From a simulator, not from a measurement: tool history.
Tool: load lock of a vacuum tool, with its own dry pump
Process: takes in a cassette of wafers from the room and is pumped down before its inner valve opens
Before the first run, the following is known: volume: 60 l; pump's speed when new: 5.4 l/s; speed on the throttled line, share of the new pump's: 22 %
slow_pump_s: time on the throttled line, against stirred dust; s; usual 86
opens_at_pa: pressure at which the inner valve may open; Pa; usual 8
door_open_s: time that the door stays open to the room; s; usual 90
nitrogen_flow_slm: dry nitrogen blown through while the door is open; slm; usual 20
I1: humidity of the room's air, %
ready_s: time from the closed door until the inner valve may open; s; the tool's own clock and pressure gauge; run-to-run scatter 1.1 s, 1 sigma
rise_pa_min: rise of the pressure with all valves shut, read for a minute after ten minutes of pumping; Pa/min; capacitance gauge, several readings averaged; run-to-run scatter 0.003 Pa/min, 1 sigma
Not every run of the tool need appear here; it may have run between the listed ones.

Run 1, hour 0.0: usual settings; I1 43.4. Result: ready_s 188.2 s, rise_pa_min 0.202 Pa/min.
Run 2, hour 512.1: usual settings; I1 46.5. Result: ready_s 189.9 s, rise_pa_min 0.222 Pa/min.
Run 3, hour 1008.3: usual settings; I1 44.6. Result: ready_s 192.2 s, rise_pa_min 0.246 Pa/min.
Run 4, hour 1255.8: usual settings but opens_at_pa 16 Pa; I1 43.2. Result: ready_s 183.1 s, rise_pa_min 0.258 Pa/min.
Run 5, hour 1747.7: usual settings but opens_at_pa 16 Pa; I1 44.2. Result: ready_s 184.1 s, rise_pa_min 0.280 Pa/min.
Run 6, hour 2067.6: usual settings but opens_at_pa 16 Pa; I1 49.6. Result: ready_s 185.5 s, rise_pa_min 0.293 Pa/min.
Run 7, hour 2479.6: usual settings but opens_at_pa 16 Pa; I1 44.4. Result: ready_s 183.5 s, rise_pa_min 0.315 Pa/min.
Run 8, hour 2840.7: usual settings; I1 46.4. Result: ready_s 197.1 s, rise_pa_min 0.337 Pa/min.
Run 9, hour 3228.7: usual settings but opens_at_pa 6 Pa; I1 46.4. Result: ready_s 199.8 s, rise_pa_min 0.353 Pa/min.
Run 10, hour 3575.3: usual settings but opens_at_pa 6 Pa; I1 47.9. Result: ready_s 204.1 s, rise_pa_min 0.380 Pa/min.
Run 11, hour 3933.6: usual settings but nitrogen_flow_slm 4 slm; I1 46.3. Result: ready_s 199.3 s, rise_pa_min 0.417 Pa/min.
At hour 4062.4: dry pump taken out, an overhauled one fitted.
Run 12, hour 4256.4: usual settings but nitrogen_flow_slm 4 slm; I1 43.7. Result: ready_s 173.4 s, rise_pa_min 0.433 Pa/min.
Run 13, hour 4616.8: usual settings but door_open_s 26 s, nitrogen_flow_slm 4 slm; I1 46.1. Result: ready_s 173.4 s, rise_pa_min 0.442 Pa/min.
Run 14, hour 4882.4: usual settings but door_open_s 26 s, nitrogen_flow_slm 4 slm; I1 43.6. Result: ready_s 173.5 s, rise_pa_min 0.459 Pa/min.
Run 15, hour 5129.5: usual settings but door_open_s 26 s, nitrogen_flow_slm 4 slm; I1 47.5. Result: ready_s 171.9 s, rise_pa_min 0.474 Pa/min.
Run 16, hour 5589.0: usual settings but door_open_s 26 s, nitrogen_flow_slm 4 slm; I1 45.1. Result: ready_s 175.7 s, rise_pa_min 0.500 Pa/min.
Run 17, hour 5926.8: usual settings but door_open_s 77 s; I1 44.7. Result: ready_s 174.6 s, rise_pa_min 0.518 Pa/min.
Run 18, hour 6333.3: usual settings but opens_at_pa 12 Pa, nitrogen_flow_slm 41 slm; I1 45.8. Result: ready_s 170.3 s, rise_pa_min 0.554 Pa/min.
Run 19, hour 6749.8: usual settings but opens_at_pa 10 Pa, door_open_s 59 s; I1 47.7. Result: ready_s 175.5 s, rise_pa_min 0.580 Pa/min.
Run 20, hour 7083.8: usual settings but opens_at_pa 7 Pa, door_open_s 200 s, nitrogen_flow_slm 6 slm; I1 45.0. Result: ready_s 177.9 s, rise_pa_min 0.618 Pa/min.
Run 21, hour 7380.9: usual settings but slow_pump_s 100 s, opens_at_pa 7 Pa; I1 46.2. Result: ready_s 190.7 s, rise_pa_min 0.614 Pa/min.
Run 22, hour 7783.7: usual settings but slow_pump_s 100 s, opens_at_pa 7 Pa; I1 47.5. Result: ready_s 193.3 s, rise_pa_min 0.650 Pa/min.
Run 23, hour 8069.6: usual settings but slow_pump_s 144 s, opens_at_pa 15 Pa; I1 47.1. Result: ready_s 215.5 s, rise_pa_min 0.671 Pa/min.
Run 24, hour 8463.1: usual settings but slow_pump_s 52 s, opens_at_pa 15 Pa, door_open_s 31 s; I1 43.5. Result: ready_s 145.3 s, rise_pa_min 0.706 Pa/min.
At hour 8488.1: door's seal changed, seat wiped.
Run 25, hour 8937.9: usual settings but slow_pump_s 65 s, opens_at_pa 7 Pa, door_open_s 129 s; I1 43.7. Result: ready_s 167.1 s, rise_pa_min 0.025 Pa/min.
Run 26, hour 9387.1: usual settings but nitrogen_flow_slm 39 slm; I1 45.5. Result: ready_s 182.0 s, rise_pa_min 0.023 Pa/min.
Run 27, hour 9648.4: usual settings but nitrogen_flow_slm 39 slm; I1 44.0. Result: ready_s 179.3 s, rise_pa_min 0.026 Pa/min.
Run 28, hour 9917.1: usual settings but door_open_s 125 s; I1 47.6. Result: ready_s 182.1 s, rise_pa_min 0.038 Pa/min.
Run 29, hour 10169.0: usual settings but slow_pump_s 66 s, opens_at_pa 12 Pa, door_open_s 142 s, nitrogen_flow_slm 9 slm; I1 44.3. Result: ready_s 162.2 s, rise_pa_min 0.049 Pa/min.
Run 30, hour 10652.3: usual settings but slow_pump_s 66 s, opens_at_pa 12 Pa, door_open_s 142 s, nitrogen_flow_slm 9 slm; I1 43.7. Result: ready_s 161.8 s, rise_pa_min 0.056 Pa/min.
Run 31, hour 10955.8: usual settings but slow_pump_s 66 s, opens_at_pa 12 Pa, door_open_s 142 s, nitrogen_flow_slm 9 slm; I1 45.9. Result: ready_s 163.0 s, rise_pa_min 0.070 Pa/min.
Run 32, hour 11256.1: usual settings but slow_pump_s 43 s; I1 45.6. Result: ready_s 152.8 s, rise_pa_min 0.068 Pa/min.
Run 33, hour 11686.0: usual settings but slow_pump_s 51 s, opens_at_pa 6 Pa, door_open_s 232 s, nitrogen_flow_slm 13 slm; I1 45.3. Result: ready_s 162.8 s, rise_pa_min 0.087 Pa/min.
Run 34, hour 12072.6: usual settings but slow_pump_s 51 s, opens_at_pa 6 Pa, door_open_s 232 s, nitrogen_flow_slm 13 slm; I1 43.0. Result: ready_s 163.5 s, rise_pa_min 0.094 Pa/min.

3 ways to go on from here, each from the tool as it stands after run 34. What would each give?
Run A, hour 12537.1: usual settings but slow_pump_s 88 s; I1 44.0. Result: ready_s ?, rise_pa_min ?.
Run B, hour 12537.1: usual settings but slow_pump_s 87 s, opens_at_pa 11 Pa, door_open_s 118 s; I1 48.2. Result: ready_s ?, rise_pa_min ?.
Run C, hour 12537.1: usual settings but slow_pump_s 92 s, opens_at_pa 6 Pa, door_open_s 185 s, nitrogen_flow_slm 24 slm; I1 43.1. Result: ready_s ?, rise_pa_min ?.

run  ready_s  rise_pa_min
  A    186.9        0.102
  B    184.2        0.105
  C    194.6        0.102
Without the tool's hidden state the same runs would have given:
run  ready_s  rise_pa_min
  A    173.7        0.015
  B    171.1        0.017
  C    181.0        0.014
